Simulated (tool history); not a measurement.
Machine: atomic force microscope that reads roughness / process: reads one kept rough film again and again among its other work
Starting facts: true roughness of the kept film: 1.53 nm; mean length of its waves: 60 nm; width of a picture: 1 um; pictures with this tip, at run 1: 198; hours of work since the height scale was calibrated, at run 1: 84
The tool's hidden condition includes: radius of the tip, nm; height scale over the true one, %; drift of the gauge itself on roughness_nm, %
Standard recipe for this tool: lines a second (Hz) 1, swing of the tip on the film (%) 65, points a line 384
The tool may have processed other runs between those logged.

run   hour  lines a second (Hz)  swing of the tip on the film (%)  points a line  pictures with this tip  hours of work since the height scale was calibrated  roughness of the kept film (nm (root mean square))
  1      0                    1                                65            384                     198                                                   84                                               1.456
  2    7.2                    1                                65            384                     206                                                   88                                               1.458
  3   13.4                    1                                65            384                     213                                                   90                                                1.46
  4   20.1                    1                                90            384                     220                                                   94                                               1.344
  5   33.3                    1                                90            384                     234                                                  100                                               1.353
  6   45.5                    1                                76            384                     248                                                  105                                               1.418
  7   54.2                    1                                65            384                     257                                                  109                                               1.463
  8   64.1                    1                                65            384                     268                                                  114                                                1.45
  9   75.4                    1                                65            384                     280                                                  119                                               1.452
 10   85.8                    1                                65            384                     292                                                  124                                               1.459
 11   92.7                    1                                65            384                     299                                                  127                                               1.457
     102.6  -- new tip fitted
 12  102.6                    1                                65            384                       0                                                  132                                               1.459
 13  112.3                    1                                65            384                      11                                                  136                                               1.457
 14  120.4                 0.55                                87            584                      20                                                  140                                               1.423
 15  133.2                 2.58                                65            530                      34                                                  146                                               1.391
 16  143.9                 2.58                                65            530                      45                                                  151                                               1.396
 17  155.8                 2.58                                65            530                      58                                                  156                                               1.395
 18  169.1                 2.58                                65            530                      73                                                  162                                               1.393
 19  181.9                 0.77                                82            304                      87                                                  168                                               1.409
 20  190.8                 2.45                                65            384                      97                                                  172                                               1.402
 21  202.6                    1                                56            409                     109                                                  178                                               1.478
 22  215.3                    1                                56            409                     123                                                  184                                               1.479
 23  221.1                 2.28                                56            309                     130                                                  187                                               1.442

Branching from run 23: 4 alternative next runs. What would each branch give?
  A  229.4                 2.14                                60            685                     139                                                  190                                                   ?
  B  229.4                 0.64                                65            384                     139                                                  190                                                   ?
  C  229.4                 0.94                                56            327                     139                                                  190                                                   ?
  D  229.4                    1                                65            533                     139                                                  190                                                   ?

run  roughness of the kept film (nm (root mean square))
  A                                               1.434
  B                                               1.479
  C                                               1.479
  D                                               1.451
The same runs, with their run-to-run variation unchanged, on a tool lacking any hidden condition would have given:
run  roughness of the kept film (nm (root mean square))
  A                                               1.435
  B                                               1.479
  C                                               1.479
  D                                               1.452
